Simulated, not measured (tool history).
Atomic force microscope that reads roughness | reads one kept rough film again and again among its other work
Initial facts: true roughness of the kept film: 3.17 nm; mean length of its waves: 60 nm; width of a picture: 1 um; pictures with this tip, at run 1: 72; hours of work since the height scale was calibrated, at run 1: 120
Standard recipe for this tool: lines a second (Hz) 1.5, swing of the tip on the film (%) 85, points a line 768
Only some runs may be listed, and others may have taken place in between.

run,hour,lines a second (Hz),swing of the tip on the film (%),points a line,pictures with this tip,hours of work since the height scale was calibrated,roughness of the kept film (nm (root mean square))
1,0,1.5,85,768,72,120,2.568
2,6,1.5,85,768,78,124,2.565
3,11.2,1.5,84,768,83,127,2.593
4,17.1,1.5,84,768,89,131,2.587
5,21.7,2,84,768,93,134,2.457
6,27.5,1.5,85,768,99,138,2.566
7,34.4,1.5,85,768,105,142,2.551
8,38.8,1.5,85,768,109,145,2.573
9,48.5,1.5,85,768,119,151,2.57
10,56.3,1.5,85,768,126,155,2.546
11,64.1,1.84,63,682,134,160,2.823
# hour 66: height scale calibrated on a step standard
12,71.8,2.33,88,318,140,4,2.265
13,80.1,3.18,76,976,148,9,2.414
14,88.4,0.56,76,768,156,14,2.884

Estimate the outcome of run 15 from the log above:
# hour 95.2: height scale calibrated on a step standard, once more
15,97.4,1.53,82,959,164,1,?

{"run 15": {"roughness of the kept film (nm (root mean square))": 2.569}}
Had the tool carried no hidden state, the very same run would have given roughness of the kept film (nm (root mean square)) 2.647.

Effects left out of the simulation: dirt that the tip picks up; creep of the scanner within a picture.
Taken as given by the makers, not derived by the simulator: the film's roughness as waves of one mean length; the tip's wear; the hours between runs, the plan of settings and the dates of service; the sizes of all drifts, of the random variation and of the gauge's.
